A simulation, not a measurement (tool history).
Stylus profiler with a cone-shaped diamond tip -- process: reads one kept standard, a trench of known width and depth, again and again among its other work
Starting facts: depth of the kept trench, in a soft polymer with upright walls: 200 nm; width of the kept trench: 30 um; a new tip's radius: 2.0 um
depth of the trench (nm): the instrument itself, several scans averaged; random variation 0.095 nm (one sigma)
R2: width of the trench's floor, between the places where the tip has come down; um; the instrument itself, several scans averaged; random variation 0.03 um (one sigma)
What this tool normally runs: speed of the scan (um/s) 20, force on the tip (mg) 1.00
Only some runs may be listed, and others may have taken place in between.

run 1 hour=0.0 | speed_of_the_scan_(um/s)=20 force_on_the_tip_(mg)=1.00 | depth_of_the_trench_(nm)=201.07 R2=27.45
run 2 hour=7.2 | speed_of_the_scan_(um/s)=20 force_on_the_tip_(mg)=1.00 | depth_of_the_trench_(nm)=201.05 R2=27.48
run 3 hour=24.0 | speed_of_the_scan_(um/s)=20 force_on_the_tip_(mg)=0.46 | depth_of_the_trench_(nm)=200.71 R2=27.38
run 4 hour=33.4 | speed_of_the_scan_(um/s)=33 force_on_the_tip_(mg)=0.46 | depth_of_the_trench_(nm)=200.69 R2=27.22
run 5 hour=40.4 | speed_of_the_scan_(um/s)=33 force_on_the_tip_(mg)=0.46 | depth_of_the_trench_(nm)=200.78 R2=27.17
run 6 hour=52.1 | speed_of_the_scan_(um/s)=33 force_on_the_tip_(mg)=0.46 | depth_of_the_trench_(nm)=200.69 R2=27.21
run 7 hour=61.9 | speed_of_the_scan_(um/s)=33 force_on_the_tip_(mg)=0.46 | depth_of_the_trench_(nm)=200.76 R2=27.22
run 8 hour=70.7 | speed_of_the_scan_(um/s)=33 force_on_the_tip_(mg)=0.46 | depth_of_the_trench_(nm)=200.79 R2=27.18
run 9 hour=79.1 | speed_of_the_scan_(um/s)=20 force_on_the_tip_(mg)=1.00 | depth_of_the_trench_(nm)=201.10 R2=27.42
run 10 hour=88.1 | speed_of_the_scan_(um/s)=20 force_on_the_tip_(mg)=0.41 | depth_of_the_trench_(nm)=200.73 R2=27.34
run 11 hour=99.6 | speed_of_the_scan_(um/s)=20 force_on_the_tip_(mg)=0.41 | depth_of_the_trench_(nm)=200.78 R2=27.28
run 12 hour=109.3 | speed_of_the_scan_(um/s)=20 force_on_the_tip_(mg)=0.41 | depth_of_the_trench_(nm)=200.86 R2=27.34
-- hour=110.7 height scale calibrated on a step standard
run 13 hour=119.6 | speed_of_the_scan_(um/s)=20 force_on_the_tip_(mg)=0.41 | depth_of_the_trench_(nm)=200.74 R2=27.30
run 14 hour=135.2 | speed_of_the_scan_(um/s)=20 force_on_the_tip_(mg)=0.41 | depth_of_the_trench_(nm)=200.74 R2=27.30
run 15 hour=152.3 | speed_of_the_scan_(um/s)=20 force_on_the_tip_(mg)=2.56 | depth_of_the_trench_(nm)=201.79 R2=27.49
run 16 hour=164.3 | speed_of_the_scan_(um/s)=15 force_on_the_tip_(mg)=0.77 | depth_of_the_trench_(nm)=201.06 R2=27.40
run 17 hour=174.7 | speed_of_the_scan_(um/s)=48 force_on_the_tip_(mg)=0.67 | depth_of_the_trench_(nm)=201.07 R2=27.04
run 18 hour=187.3 | speed_of_the_scan_(um/s)=48 force_on_the_tip_(mg)=0.67 | depth_of_the_trench_(nm)=201.05 R2=27.04
run 19 hour=196.7 | speed_of_the_scan_(um/s)=34 force_on_the_tip_(mg)=1.00 | depth_of_the_trench_(nm)=201.09 R2=27.21
-- hour=198.7 height scale calibrated on a step standard, once more
run 20 hour=211.5 | speed_of_the_scan_(um/s)=60 force_on_the_tip_(mg)=1.68 | depth_of_the_trench_(nm)=201.09 R2=27.12
run 21 hour=228.4 | speed_of_the_scan_(um/s)=60 force_on_the_tip_(mg)=1.68 | depth_of_the_trench_(nm)=201.19 R2=27.09
run 22 hour=240.0 | speed_of_the_scan_(um/s)=60 force_on_the_tip_(mg)=1.68 | depth_of_the_trench_(nm)=201.16 R2=27.14
run 23 hour=257.0 | speed_of_the_scan_(um/s)=16 force_on_the_tip_(mg)=1.00 | depth_of_the_trench_(nm)=200.77 R2=27.33
run 24 hour=273.6 | speed_of_the_scan_(um/s)=7 force_on_the_tip_(mg)=0.70 | depth_of_the_trench_(nm)=200.68 R2=27.40
run 25 hour=290.5 | speed_of_the_scan_(um/s)=40 force_on_the_tip_(mg)=1.22 | depth_of_the_trench_(nm)=200.87 R2=27.16
run 26 hour=302.3 | speed_of_the_scan_(um/s)=11 force_on_the_tip_(mg)=0.71 | depth_of_the_trench_(nm)=200.53 R2=27.39
run 27 hour=310.3 | speed_of_the_scan_(um/s)=18 force_on_the_tip_(mg)=2.05 | depth_of_the_trench_(nm)=201.18 R2=27.39
run 28 hour=322.4 | speed_of_the_scan_(um/s)=18 force_on_the_tip_(mg)=2.05 | depth_of_the_trench_(nm)=201.21 R2=27.29
run 29 hour=329.5 | speed_of_the_scan_(um/s)=79 force_on_the_tip_(mg)=0.45 | depth_of_the_trench_(nm)=200.49 R2=26.39
run 30 hour=344.5 | speed_of_the_scan_(um/s)=79 force_on_the_tip_(mg)=0.45 | depth_of_the_trench_(nm)=200.38 R2=26.39

Pick out some run-to-run changes in depth of the trench (nm). Of each, how much would a tool without hidden state show as well, from the settings, what came in and chance, and how much is left for the hidden state and any gauge scatter not in both results compared?
Hidden state at play: radius of the tip, um; height scale over the true one, %; drift of the gauge itself on depth_nm, %; drift of the gauge itself on floor_um, %.
Run 12 -> 13: height scale calibrated on a step standard. depth of the trench (nm) -0.12: hidden state +0.05, all else -0.17.
Run 14 -> 15: force on the tip (mg) 0.41 -> 2.56. depth of the trench (nm) +1.05: hidden state +0.00, all else +1.05.
Run 15 -> 16: speed of the scan (um/s) 20 -> 15, force on the tip (mg) 2.56 -> 0.77. depth of the trench (nm) -0.73: hidden state +0.00, all else -0.73.
Run 19 -> 20: speed of the scan (um/s) 34 -> 60, force on the tip (mg) 1.00 -> 1.68, height scale calibrated on a step standard, once more. depth of the trench (nm) +0.00: hidden state -0.41, all else +0.41.
Run 28 -> 29: speed of the scan (um/s) 18 -> 79, force on the tip (mg) 2.05 -> 0.45. depth of the trench (nm) -0.72: hidden state +0.02, all else -0.74.

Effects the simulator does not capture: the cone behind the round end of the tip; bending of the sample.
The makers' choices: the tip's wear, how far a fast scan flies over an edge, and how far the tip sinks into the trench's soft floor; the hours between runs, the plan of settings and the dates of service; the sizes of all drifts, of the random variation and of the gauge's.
